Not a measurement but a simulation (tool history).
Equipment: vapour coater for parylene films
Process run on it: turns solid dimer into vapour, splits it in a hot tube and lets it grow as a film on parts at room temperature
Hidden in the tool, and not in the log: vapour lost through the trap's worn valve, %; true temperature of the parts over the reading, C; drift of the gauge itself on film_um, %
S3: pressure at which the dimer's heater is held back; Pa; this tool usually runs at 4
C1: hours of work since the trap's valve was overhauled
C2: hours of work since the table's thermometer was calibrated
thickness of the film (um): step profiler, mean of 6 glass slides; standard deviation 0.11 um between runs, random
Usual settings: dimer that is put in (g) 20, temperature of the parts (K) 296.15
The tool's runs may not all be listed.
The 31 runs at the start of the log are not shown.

run 32 day=16.912 | dimer_that_is_put_in_(g)=23 temperature_of_the_parts_(K)=302.15 S3=7.76 | C1=14 C2=429 | thickness_of_the_film_(um)=13.97
run 33 day=17.304 | dimer_that_is_put_in_(g)=23 temperature_of_the_parts_(K)=302.15 S3=7.76 | C1=18 C2=433 | thickness_of_the_film_(um)=13.9
run 34 day=17.742 | dimer_that_is_put_in_(g)=15 temperature_of_the_parts_(K)=302.15 S3=4.75 | C1=22 C2=437 | thickness_of_the_film_(um)=9.37
run 35 day=18.358 | dimer_that_is_put_in_(g)=12 temperature_of_the_parts_(K)=308.15 S3=4.55 | C1=28 C2=444 | thickness_of_the_film_(um)=6.77
run 36 day=19.096 | dimer_that_is_put_in_(g)=23 temperature_of_the_parts_(K)=291.15 S3=7.92 | C1=36 C2=451 | thickness_of_the_film_(um)=16.81
run 37 day=19.771 | dimer_that_is_put_in_(g)=28 temperature_of_the_parts_(K)=298.15 S3=11.55 | C1=43 C2=458 | thickness_of_the_film_(um)=17.45
run 38 day=20.238 | dimer_that_is_put_in_(g)=28 temperature_of_the_parts_(K)=291.15 S3=3.22 | C1=48 C2=463 | thickness_of_the_film_(um)=21.52
run 39 day=20.667 | dimer_that_is_put_in_(g)=28 temperature_of_the_parts_(K)=291.15 S3=3.22 | C1=52 C2=467 | thickness_of_the_film_(um)=21.71
run 40 day=21.204 | dimer_that_is_put_in_(g)=9 temperature_of_the_parts_(K)=291.15 S3=3.02 | C1=57 C2=472 | thickness_of_the_film_(um)=6.9
run 41 day=21.517 | dimer_that_is_put_in_(g)=20 temperature_of_the_parts_(K)=296.15 S3=8.03 | C1=60 C2=476 | thickness_of_the_film_(um)=13.32
run 42 day=21.871 | dimer_that_is_put_in_(g)=20 temperature_of_the_parts_(K)=290.15 S3=4 | C1=64 C2=479 | thickness_of_the_film_(um)=15.64
run 43 day=22.208 | dimer_that_is_put_in_(g)=36 temperature_of_the_parts_(K)=290.15 S3=6.69 | C1=68 C2=483 | thickness_of_the_film_(um)=27.02
run 44 day=22.933 | dimer_that_is_put_in_(g)=8 temperature_of_the_parts_(K)=290.15 S3=10.49 | C1=75 C2=490 | thickness_of_the_film_(um)=5.79

Each row is a separate what-if for the run after 44, all from the same tool condition, not one after another. Results?
run A day=23.329 | dimer_that_is_put_in_(g)=15 temperature_of_the_parts_(K)=290.15 S3=3.06 | C1=79 C2=494 | thickness_of_the_film_(um)=?
run B day=23.329 | dimer_that_is_put_in_(g)=9 temperature_of_the_parts_(K)=289.15 S3=2.08 | C1=79 C2=494 | thickness_of_the_film_(um)=?
run C day=23.329 | dimer_that_is_put_in_(g)=23 temperature_of_the_parts_(K)=307.15 S3=2.29 | C1=79 C2=494 | thickness_of_the_film_(um)=?
run D day=23.329 | dimer_that_is_put_in_(g)=20 temperature_of_the_parts_(K)=290.15 S3=10.49 | C1=79 C2=494 | thickness_of_the_film_(um)=?
run E day=23.329 | dimer_that_is_put_in_(g)=17 temperature_of_the_parts_(K)=296.15 S3=4 | C1=79 C2=494 | thickness_of_the_film_(um)=?

run=A thickness_of_the_film_(um)=11.87
run=B thickness_of_the_film_(um)=7.39
run=C thickness_of_the_film_(um)=13.74
run=D thickness_of_the_film_(um)=14.26
run=E thickness_of_the_film_(um)=11.92
What these runs would have given with no unlogged condition in the tool:
run=A thickness_of_the_film_(um)=11.9
run=B thickness_of_the_film_(um)=7.41
run=C thickness_of_the_film_(um)=13.77
run=D thickness_of_the_film_(um)=14.3
run=E thickness_of_the_film_(um)=11.94

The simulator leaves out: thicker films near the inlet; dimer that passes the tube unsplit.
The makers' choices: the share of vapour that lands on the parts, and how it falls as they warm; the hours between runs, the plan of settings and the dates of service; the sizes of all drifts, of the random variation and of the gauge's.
